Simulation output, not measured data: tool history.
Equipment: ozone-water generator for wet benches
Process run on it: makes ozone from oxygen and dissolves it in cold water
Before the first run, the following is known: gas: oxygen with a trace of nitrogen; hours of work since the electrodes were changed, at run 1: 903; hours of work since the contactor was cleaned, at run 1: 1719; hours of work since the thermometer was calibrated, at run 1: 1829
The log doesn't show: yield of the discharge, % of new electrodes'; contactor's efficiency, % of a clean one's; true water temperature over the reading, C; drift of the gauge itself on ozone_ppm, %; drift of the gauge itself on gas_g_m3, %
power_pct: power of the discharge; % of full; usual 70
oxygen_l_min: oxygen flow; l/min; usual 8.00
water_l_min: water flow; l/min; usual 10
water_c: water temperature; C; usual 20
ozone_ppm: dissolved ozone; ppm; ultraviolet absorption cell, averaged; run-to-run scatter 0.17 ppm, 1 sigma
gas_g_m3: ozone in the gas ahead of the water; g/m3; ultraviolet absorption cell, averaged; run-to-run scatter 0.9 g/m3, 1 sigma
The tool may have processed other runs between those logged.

run,hour,power_pct,oxygen_l_min,water_l_min,water_c,hours of work since the electrodes were changed,hours of work since the contactor was cleaned,hours of work since the thermometer was calibrated,ozone_ppm,gas_g_m3
1,0.0,70,8.00,10,20,903,1719,1829,23.3,149.8
2,44.7,70,8.00,8,20,946,1761,1871,26.2,149.7
3,81.6,94,8.00,10,20,981,1796,1906,29.8,190.9
4,104.1,70,8.00,10,12,1002,1818,1927,28.0,150.6
5,126.1,70,8.00,10,12,1023,1838,1948,27.8,150.0
6,146.6,70,8.00,10,20,1042,1858,1968,23.3,149.4
7,190.2,70,8.00,10,20,1084,1899,2009,23.4,151.2
8,217.5,70,8.00,10,20,1109,1925,2035,23.2,148.7
9,247.0,70,8.00,10,20,1137,1953,2063,23.1,148.9
10,265.9,70,8.00,10,20,1155,1971,2081,23.4,151.3
11,286.5,70,12.56,10,20,1175,1990,2100,21.8,126.8
12,318.6,70,12.56,10,20,1205,2021,2131,21.3,125.7
13,363.0,70,8.00,10,20,1247,2063,2173,23.2,150.6
14,394.4,70,8.00,10,20,1277,2092,2202,23.6,151.1
15,413.0,70,12.71,10,20,1295,2110,2220,21.4,126.8
16,435.6,70,12.71,16,20,1316,2131,2241,16.4,125.2
17,472.0,70,12.71,7,22,1351,2166,2276,24.0,125.5
18,499.2,70,11.56,7,18,1376,2192,2302,27.4,130.3
19,519.1,64,8.00,8,20,1395,2211,2320,24.5,137.5
20,539.9,96,4.09,13,20,1415,2230,2340,25.5,255.1
21,561.1,70,11.98,15,20,1435,2250,2360,17.1,127.2
22,585.9,58,8.00,10,20,1458,2274,2384,19.9,130.6
23,609.4,58,5.69,10,20,1481,2296,2406,20.2,146.6
24,636.3,45,10.29,10,20,1506,2322,2432,15.6,94.8
25,677.6,45,10.29,10,20,1545,2361,2471,15.4,92.8
26,701.0,70,8.00,10,27,1568,2383,2493,19.8,150.7
27,739.4,62,13.99,8,14,1604,2419,2529,24.6,108.5
28,758.3,69,5.05,7,14,1622,2437,2547,33.6,178.6

3 options for the next run, each taken on its own from the tool as it stands now. Forecast them:
A,791.3,70,6.83,10,20,1653,2469,2578,?,?
B,791.3,69,5.05,7,27,1653,2469,2578,?,?
C,791.3,70,8.00,10,15,1653,2469,2578,?,?

run,ozone_ppm,gas_g_m3
A,23.5,160.7
B,25.3,177.4
C,26.0,150.4
With no hidden state in the tool, these same runs would have given:
run,ozone_ppm,gas_g_m3
A,23.5,160.7
B,25.3,177.4
C,26.0,150.4

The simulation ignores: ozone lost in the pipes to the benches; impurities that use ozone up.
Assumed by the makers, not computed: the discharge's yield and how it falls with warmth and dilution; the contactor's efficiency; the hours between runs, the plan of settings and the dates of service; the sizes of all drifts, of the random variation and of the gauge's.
